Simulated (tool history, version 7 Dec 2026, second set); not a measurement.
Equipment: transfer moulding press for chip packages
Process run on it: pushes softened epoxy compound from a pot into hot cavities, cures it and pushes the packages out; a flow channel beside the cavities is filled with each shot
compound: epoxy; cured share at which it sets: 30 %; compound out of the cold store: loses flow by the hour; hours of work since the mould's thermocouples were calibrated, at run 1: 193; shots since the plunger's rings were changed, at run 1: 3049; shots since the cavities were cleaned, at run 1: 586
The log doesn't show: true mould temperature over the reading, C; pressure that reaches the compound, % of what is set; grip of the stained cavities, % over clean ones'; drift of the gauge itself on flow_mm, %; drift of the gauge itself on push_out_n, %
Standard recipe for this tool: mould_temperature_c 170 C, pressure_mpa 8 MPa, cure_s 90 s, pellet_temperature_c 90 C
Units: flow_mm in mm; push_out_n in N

run	day	mould_temperature_c	pressure_mpa	cure_s	pellet_temperature_c	hours of work since the mould's thermocouples were calibrated	shots since the plunger's rings were changed	shots since the cavities were cleaned	incoming compound's hours out of the cold store	flow_mm	push_out_n
1	0	170	8	90	90	193	3049	586	27.3	665	766
# day 1.454: cavities cleaned with cleaning compound and waxed
2	2.029	170	8	90	92	217	3523	139	42.2	603	639
3	3.262	170	8	90	92	232	3820	436	20.4	665	729
# day 4.529: plunger's sealing rings changed
# day 5.367: cavities cleaned with cleaning compound and waxed
4	5.367	170	8	90	90	257	186	0	16.6	742	629
5	6.558	170	8	90	90	271	474	288	28.9	693	704
6	7.896	176	8	90	90	288	796	610	32.2	669	613
# day 9.3: cavities cleaned with cleaning compound and waxed
7	9.633	170	8	90	90	309	1198	80	31.4	678	603
8	10.717	170	8	90	99	322	1460	342	39.8	642	681
# day 12.321: mould's thermocouples calibrated
9	12.912	170	8	90	99	7	1969	851	46.3	617	796
# day 13.175: cavities cleaned with cleaning compound and waxed
10	15.2	170	8	90	99	35	2503	487	8.8	747	785
# day 16.971: cavities cleaned with cleaning compound and waxed
11	17.238	170	8	90	99	60	2979	64	37.1	627	594
12	18.204	170	8	90	90	72	3212	297	38.7	627	687
13	19.625	170	8	90	82	90	3555	640	15.8	708	784
# day 20.775: cavities cleaned with cleaning compound and waxed
14	21.488	170	8	90	90	112	3988	172	10.1	714	698
# day 21.925: plunger's sealing rings changed
15	22.921	170	9.18	76	90	128	239	491	45.4	677	958
# day 24.788: cavities cleaned with cleaning compound and waxed
16	24.946	170	9.18	76	90	153	712	38	18.7	785	879
17	27.196	176	8	115	83	181	1254	580	42.5	630	579
18	28.129	176	8	115	83	193	1478	804	8.3	760	647
# day 28.629: cavities cleaned with cleaning compound and waxed
19	29.296	173	8	90	90	206	1745	161	25.5	675	598
20	30.788	173	8	90	90	225	2104	520	39.7	622	674
21	31.996	173	8	90	90	240	2395	811	38.2	629	695
# day 32.442: cavities cleaned with cleaning compound and waxed
22	33.221	170	8	90	83	255	2675	188	18.3	711	709
23	34.658	169	6.51	106	96	272	3020	533	42.6	550	657
24	35.775	169	6.24	106	96	286	3289	802	22.6	604	717
# day 36.321: cavities cleaned with cleaning compound and waxed
25	37.942	162	8.29	114	81	313	3796	390	39.7	643	742
# day 39.275: plunger's sealing rings changed
26	39.804	162	8.29	114	98	334	128	814	31.8	719	810
# day 40.342: cavities cleaned with cleaning compound and waxed
# day 40.596: mould's thermocouples calibrated
27	41.217	169	8.29	70	93	8	433	191	16.5	762	1246
28	42.417	173	8.29	80	93	23	721	479	13.5	760	827

3 ways to go on from here, each from the tool as it stands after run 28. What would each give?
# day 44.362: cavities cleaned with cleaning compound and waxed
A	44.471	166	8.48	80	93	48	1201	26	37.3	?	?
# day 44.362: cavities cleaned with cleaning compound and waxed
B	44.471	173	8.29	91	90	48	1201	26	21	?	?
# day 44.362: cavities cleaned with cleaning compound and waxed
C	44.471	163	6.08	90	94	48	1201	26	45.7	?	?

run	flow_mm	push_out_n
A	681	962
B	708	543
C	564	908
Without the tool's hidden state the same runs would have given:
run	flow_mm	push_out_n
A	699	927
B	727	522
C	579	874
